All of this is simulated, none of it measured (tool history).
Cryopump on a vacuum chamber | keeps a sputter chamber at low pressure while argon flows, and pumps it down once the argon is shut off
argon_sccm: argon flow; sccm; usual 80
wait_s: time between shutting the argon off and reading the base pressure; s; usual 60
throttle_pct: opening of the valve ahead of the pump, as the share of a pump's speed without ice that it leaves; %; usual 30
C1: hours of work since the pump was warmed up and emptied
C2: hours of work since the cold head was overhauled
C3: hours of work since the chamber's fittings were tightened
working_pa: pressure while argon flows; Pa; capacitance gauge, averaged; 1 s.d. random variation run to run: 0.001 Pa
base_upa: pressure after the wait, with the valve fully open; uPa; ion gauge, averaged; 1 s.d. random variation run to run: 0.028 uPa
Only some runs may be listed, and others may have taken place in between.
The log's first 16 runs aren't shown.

{"run": 17, "hour": 284.5, "argon_sccm": 80, "wait_s": 58, "throttle_pct": 30, "C1": 202, "C2": 202, "C3": 714, "working_pa": 0.244, "base_upa": 2.25}
{"run": 18, "hour": 297.3, "argon_sccm": 90, "wait_s": 60, "throttle_pct": 54, "C1": 208, "C2": 208, "C3": 721, "working_pa": 0.1602, "base_upa": 2.2}
{"run": 19, "hour": 318.8, "argon_sccm": 90, "wait_s": 60, "throttle_pct": 37, "C1": 219, "C2": 219, "C3": 731, "working_pa": 0.2272, "base_upa": 2.18}
{"run": 20, "hour": 338.8, "argon_sccm": 34, "wait_s": 60, "throttle_pct": 28, "C1": 228, "C2": 228, "C3": 741, "working_pa": 0.1122, "base_upa": 2.17}
{"run": 21, "hour": 356.2, "argon_sccm": 104, "wait_s": 87, "throttle_pct": 18, "C1": 237, "C2": 237, "C3": 750, "working_pa": 0.5152, "base_upa": 1.85}
{"run": 22, "hour": 379.2, "argon_sccm": 91, "wait_s": 211, "throttle_pct": 48, "C1": 248, "C2": 248, "C3": 761, "working_pa": 0.181, "base_upa": 1.36}
{"run": 23, "hour": 401.2, "argon_sccm": 91, "wait_s": 211, "throttle_pct": 48, "C1": 259, "C2": 259, "C3": 772, "working_pa": 0.1829, "base_upa": 1.44}
{"run": 24, "hour": 421.9, "argon_sccm": 80, "wait_s": 49, "throttle_pct": 34, "C1": 269, "C2": 269, "C3": 782, "working_pa": 0.2213, "base_upa": 2.61}
{"run": 25, "hour": 444.7, "argon_sccm": 38, "wait_s": 60, "throttle_pct": 18, "C1": 280, "C2": 280, "C3": 793, "working_pa": 0.1902, "base_upa": 2.3}
{"run": 26, "hour": 466.1, "argon_sccm": 36, "wait_s": 60, "throttle_pct": 39, "C1": 291, "C2": 291, "C3": 803, "working_pa": 0.0887, "base_upa": 2.3}
{"run": 27, "hour": 489.3, "argon_sccm": 76, "wait_s": 47, "throttle_pct": 39, "C1": 302, "C2": 302, "C3": 815, "working_pa": 0.1863, "base_upa": 2.68}
{"run": 28, "hour": 500.7, "argon_sccm": 35, "wait_s": 31, "throttle_pct": 59, "C1": 308, "C2": 308, "C3": 820, "working_pa": 0.0599, "base_upa": 3.58}
{"run": 29, "hour": 514.6, "argon_sccm": 35, "wait_s": 31, "throttle_pct": 59, "C1": 314, "C2": 314, "C3": 827, "working_pa": 0.0606, "base_upa": 3.51}
{"run": 30, "hour": 533.4, "argon_sccm": 68, "wait_s": 159, "throttle_pct": 19, "C1": 324, "C2": 324, "C3": 836, "working_pa": 0.3241, "base_upa": 1.69}

Run 31 has not been measured yet. What should we expect?
{"run": 31, "hour": 543.7, "argon_sccm": 80, "wait_s": 120, "throttle_pct": 30, "C1": 329, "C2": 329, "C3": 841, "working_pa": "?", "base_upa": "?"}

working_pa: 0.2539 Pa
base_upa: 1.81 uPa
Minus the tool's unlogged condition, the same run would have read working_pa 0.2309 Pa, base_upa 0.75 uPa.
